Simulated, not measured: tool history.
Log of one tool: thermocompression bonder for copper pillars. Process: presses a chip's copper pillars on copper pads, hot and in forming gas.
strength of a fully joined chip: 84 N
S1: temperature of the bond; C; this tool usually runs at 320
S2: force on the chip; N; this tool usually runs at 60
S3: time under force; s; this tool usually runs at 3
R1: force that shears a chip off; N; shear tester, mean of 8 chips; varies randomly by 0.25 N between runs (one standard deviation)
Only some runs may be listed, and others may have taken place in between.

Run 1, day 0: usual settings. Result: R1 29.1 N.
At day 1.212: forming gas filter changed.
Run 2, day 1.683: usual settings. Result: R1 31.9 N.
Run 3, day 3.292: usual settings. Result: R1 31.1 N.
Run 4, day 4.038: usual settings. Result: R1 31.8 N.
Run 5, day 5.733: usual settings but S2 69 N. Result: R1 35.4 N.
Run 6, day 7.104: usual settings but S3 2 s. Result: R1 26.4 N.
Run 7, day 8.733: usual settings but S3 2 s. Result: R1 26.2 N.
Run 8, day 10.358: usual settings but S2 37 N. Result: R1 20 N.
Run 9, day 11.788: usual settings. Result: R1 30.3 N.
Run 10, day 12.867: usual settings. Result: R1 30.1 N.
Run 11, day 14.033: usual settings. Result: R1 30.4 N.
At day 14.7: forming gas filter changed.
Run 12, day 15.667: usual settings. Result: R1 32.4 N.
Run 13, day 17.158: usual settings but S1 336 C. Result: R1 39.3 N.
Run 14, day 18.508: usual settings. Result: R1 32.4 N.
Run 15, day 19.571: usual settings but S3 2 s. Result: R1 27.8 N.
Run 16, day 20.812: usual settings but S3 2 s. Result: R1 27.1 N.
At day 22.183: heater calibrated with a thermocouple chip.
Run 17, day 22.521: usual settings but S3 2 s. Result: R1 22.6 N.
Run 18, day 23.567: usual settings. Result: R1 26.5 N.
Run 19, day 24.8: usual settings but S2 55 N. Result: R1 24.7 N.
Run 20, day 26.042: usual settings but S2 55 N. Result: R1 24.4 N.
Run 21, day 27.188: usual settings but S2 42 N. Result: R1 18.9 N.
At day 28.221: forming gas filter changed.
Run 22, day 28.983: usual settings but S2 42 N. Result: R1 20.6 N.
Run 23, day 30.788: usual settings. Result: R1 28.4 N.
Run 24, day 32.317: usual settings but S1 348 C, S2 83 N, S3 5 s. Result: R1 57.9 N.
Run 25, day 33.433: usual settings but S1 322 C, S2 83 N, S3 5 s. Result: R1 44.7 N.
Run 26, day 34.358: usual settings but S1 322 C, S2 83 N, S3 5 s. Result: R1 44.6 N.
Run 27, day 35.3: usual settings but S1 293 C, S2 59 N, S3 6 s. Result: R1 24.2 N.
Run 28, day 37.138: usual settings but S1 293 C, S2 66 N, S3 6 s. Result: R1 26.7 N.
Run 29, day 37.929: usual settings but S1 293 C, S2 66 N, S3 6 s. Result: R1 27 N.
Run 30, day 38.8: usual settings but S2 49 N. Result: R1 22.8 N.
Run 31, day 40.029: usual settings but S2 39 N. Result: R1 18.3 N.
Run 32, day 40.8: usual settings but S2 39 N. Result: R1 18.3 N.
At day 41.671: forming gas filter changed.
Run 33, day 42.058: usual settings but S1 291 C, S2 36 N, S3 5 s. Result: R1 14.8 N.
Run 34, day 43.9: usual settings but S1 317 C, S3 6 s. Result: R1 36.9 N.
Run 35, day 45.608: usual settings but S1 346 C, S3 8 s. Result: R1 54.9 N.
At day 46.421: force cell calibrated.
Run 36, day 46.792: usual settings but S1 346 C, S3 8 s. Result: R1 56.7 N.
Run 37, day 47.954: usual settings but S2 59 N. Result: R1 30.9 N.
Run 38, day 49.258: usual settings but S1 328 C. Result: R1 34.7 N.
Run 39, day 50.517: usual settings but S1 347 C, S2 80 N. Result: R1 51.4 N.

5 ways to go on from here, each from the tool as it stands after run 39. What would each give?
Run A, day 51.504: usual settings but S1 312 C, S3 7 s. Result: R1 ?.
Run B, day 51.504: usual settings but S1 313 C, S2 44 N, S3 7 s. Result: R1 ?.
Run C, day 51.504: usual settings but S1 339 C, S2 75 N, S3 2 s. Result: R1 ?.
Run D, day 51.504: usual settings but S1 347 C. Result: R1 ?.
Run E, day 51.504: usual settings but S2 43 N, S3 2 s. Result: R1 ?.

run    R1
  A  37.6
  B  29.6
  C  39.4
  D  41.9
  E  18.7
Without the tool's unlogged condition, the same runs would have read:
run    R1
  A  37.7
  B  29.5
  C  39.9
  D  42.5
  E  18.5
